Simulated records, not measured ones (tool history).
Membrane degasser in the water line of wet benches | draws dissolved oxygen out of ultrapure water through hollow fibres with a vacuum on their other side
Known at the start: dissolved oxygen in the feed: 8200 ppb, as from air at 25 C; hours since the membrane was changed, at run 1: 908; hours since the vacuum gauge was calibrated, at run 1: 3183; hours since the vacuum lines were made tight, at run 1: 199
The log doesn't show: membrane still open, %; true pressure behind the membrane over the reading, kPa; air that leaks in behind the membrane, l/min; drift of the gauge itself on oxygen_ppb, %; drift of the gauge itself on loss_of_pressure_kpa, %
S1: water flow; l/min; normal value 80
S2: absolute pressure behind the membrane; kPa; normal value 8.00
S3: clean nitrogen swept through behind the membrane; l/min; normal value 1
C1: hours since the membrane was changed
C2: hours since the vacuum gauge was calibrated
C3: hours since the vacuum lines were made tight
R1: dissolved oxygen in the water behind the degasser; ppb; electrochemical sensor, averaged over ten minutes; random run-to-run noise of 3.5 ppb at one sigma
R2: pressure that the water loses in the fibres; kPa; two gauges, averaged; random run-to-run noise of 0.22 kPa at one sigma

run 1 hour=0.0 | S1=80 S2=8.00 S3=1 | C1=908 C2=3183 C3=199 | R1=713.7 R2=56.56
run 2 hour=75.2 | S1=80 S2=8.00 S3=1 | C1=983 C2=3258 C3=274 | R1=713.0 R2=56.63
run 3 hour=126.3 | S1=80 S2=8.00 S3=1 | C1=1034 C2=3310 C3=325 | R1=711.3 R2=56.40
run 4 hour=191.4 | S1=80 S2=8.00 S3=1 | C1=1100 C2=3375 C3=390 | R1=715.6 R2=56.49
run 5 hour=261.5 | S1=80 S2=8.00 S3=1 | C1=1170 C2=3445 C3=460 | R1=707.7 R2=56.42
run 6 hour=313.4 | S1=80 S2=8.00 S3=1 | C1=1222 C2=3497 C3=512 | R1=712.0 R2=56.18
run 7 hour=358.2 | S1=80 S2=8.00 S3=1 | C1=1266 C2=3541 C3=557 | R1=711.9 R2=56.53
run 8 hour=433.1 | S1=80 S2=8.00 S3=1 | C1=1341 C2=3616 C3=632 | R1=715.9 R2=56.61
run 9 hour=497.6 | S1=80 S2=8.00 S3=1 | C1=1406 C2=3681 C3=696 | R1=718.2 R2=56.66
run 10 hour=572.5 | S1=80 S2=8.00 S3=1 | C1=1481 C2=3756 C3=771 | R1=720.3 R2=56.87
run 11 hour=619.3 | S1=80 S2=8.00 S3=1 | C1=1527 C2=3803 C3=818 | R1=713.1 R2=56.61
run 12 hour=684.0 | S1=80 S2=8.00 S3=1 | C1=1592 C2=3867 C3=883 | R1=719.9 R2=56.98
run 13 hour=741.2 | S1=80 S2=9.21 S3=1 | C1=1649 C2=3924 C3=940 | R1=854.8 R2=56.46
run 14 hour=795.4 | S1=80 S2=9.21 S3=1 | C1=1704 C2=3979 C3=994 | R1=853.8 R2=56.69
run 15 hour=845.8 | S1=128 S2=9.21 S3=1 | C1=1754 C2=4029 C3=1045 | R1=1189.6 R2=90.36

Run 16 is up next; what results do you expect?
run 16 hour=905.9 | S1=128 S2=9.21 S3=1 | C1=1814 C2=4089 C3=1105 | R1=? R2=?

R1: 1191.7 ppb
R2: 91.33 kPa
The same run, on a tool lacking any hidden state, would have yielded R1 1148.3 ppb, R2 89.79 kPa.
